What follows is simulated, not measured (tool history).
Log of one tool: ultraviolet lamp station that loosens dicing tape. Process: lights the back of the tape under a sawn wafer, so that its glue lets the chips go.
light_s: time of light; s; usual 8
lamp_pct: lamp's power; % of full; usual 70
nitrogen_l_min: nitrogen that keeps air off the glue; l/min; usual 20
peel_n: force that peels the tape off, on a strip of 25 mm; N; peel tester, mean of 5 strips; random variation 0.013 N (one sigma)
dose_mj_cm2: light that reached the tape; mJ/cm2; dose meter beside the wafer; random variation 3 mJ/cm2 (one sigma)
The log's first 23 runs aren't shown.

Run 24, day 41.721: usual settings but lamp_pct 81 % of full, nitrogen_l_min 18 l/min. Result: peel_n 0.689 N, dose_mj_cm2 438 mJ/cm2.
Run 25, day 43.638: usual settings but light_s 6 s, lamp_pct 90 % of full. Result: peel_n 0.839 N, dose_mj_cm2 364 mJ/cm2.
Run 26, day 45.671: usual settings but light_s 6 s, lamp_pct 90 % of full. Result: peel_n 0.870 N, dose_mj_cm2 359 mJ/cm2.
Run 27, day 47.725: usual settings but light_s 15 s, lamp_pct 92 % of full. Result: peel_n 0.267 N, dose_mj_cm2 908 mJ/cm2.
Run 28, day 49.571: usual settings but light_s 15 s, lamp_pct 92 % of full. Result: peel_n 0.272 N, dose_mj_cm2 894 mJ/cm2.
Run 29, day 50.729: usual settings but light_s 15 s, lamp_pct 75 % of full, nitrogen_l_min 30 l/min. Result: peel_n 0.272 N, dose_mj_cm2 739 mJ/cm2.
Run 30, day 51.996: usual settings but light_s 15 s, lamp_pct 75 % of full, nitrogen_l_min 30 l/min. Result: peel_n 0.267 N, dose_mj_cm2 720 mJ/cm2.
Run 31, day 53.125: usual settings but lamp_pct 74 % of full, nitrogen_l_min 24 l/min. Result: peel_n 0.713 N, dose_mj_cm2 376 mJ/cm2.
Run 32, day 55.071: usual settings but lamp_pct 74 % of full, nitrogen_l_min 24 l/min. Result: peel_n 0.719 N, dose_mj_cm2 374 mJ/cm2.
At day 56.671: window cleaned of glue's vapour.
Run 33, day 57.554: usual settings but lamp_pct 81 % of full. Result: peel_n 0.622 N, dose_mj_cm2 442 mJ/cm2.
Run 34, day 59.346: usual settings but light_s 5 s, lamp_pct 80 % of full, nitrogen_l_min 11 l/min. Result: peel_n 1.850 N, dose_mj_cm2 268 mJ/cm2.
Run 35, day 61.700: usual settings but lamp_pct 69 % of full. Result: peel_n 0.860 N, dose_mj_cm2 362 mJ/cm2.
Run 36, day 63.367: usual settings but lamp_pct 69 % of full. Result: peel_n 0.827 N, dose_mj_cm2 362 mJ/cm2.
Run 37, day 65.817: usual settings but lamp_pct 69 % of full. Result: peel_n 0.875 N, dose_mj_cm2 360 mJ/cm2.
Run 38, day 67.175: usual settings but lamp_pct 69 % of full. Result: peel_n 0.854 N, dose_mj_cm2 354 mJ/cm2.
Run 39, day 69.267: usual settings but lamp_pct 69 % of full. Result: peel_n 0.891 N, dose_mj_cm2 353 mJ/cm2.
Run 40, day 70.788: usual settings but lamp_pct 69 % of full. Result: peel_n 0.885 N, dose_mj_cm2 349 mJ/cm2.
Run 41, day 73.242: usual settings but light_s 13 s, lamp_pct 62 % of full. Result: peel_n 0.501 N, dose_mj_cm2 503 mJ/cm2.

3 ways to go on from here, each from the tool as it stands after run 41. What would each give?
Run A, day 75.062: usual settings but lamp_pct 66 % of full. Result: peel_n ?, dose_mj_cm2 ?.
Run B, day 75.062: usual settings but light_s 6 s, lamp_pct 62 % of full. Result: peel_n ?, dose_mj_cm2 ?.
Run C, day 75.062: usual settings but light_s 9 s, lamp_pct 69 % of full. Result: peel_n ?, dose_mj_cm2 ?.

run  peel_n  dose_mj_cm2
  A   0.997          326
  B   1.612          230
  C   0.758          387
Without the tool's hidden state the same runs would have given:
run  peel_n  dose_mj_cm2
  A   0.654          422
  B   1.135          297
  C   0.493          501

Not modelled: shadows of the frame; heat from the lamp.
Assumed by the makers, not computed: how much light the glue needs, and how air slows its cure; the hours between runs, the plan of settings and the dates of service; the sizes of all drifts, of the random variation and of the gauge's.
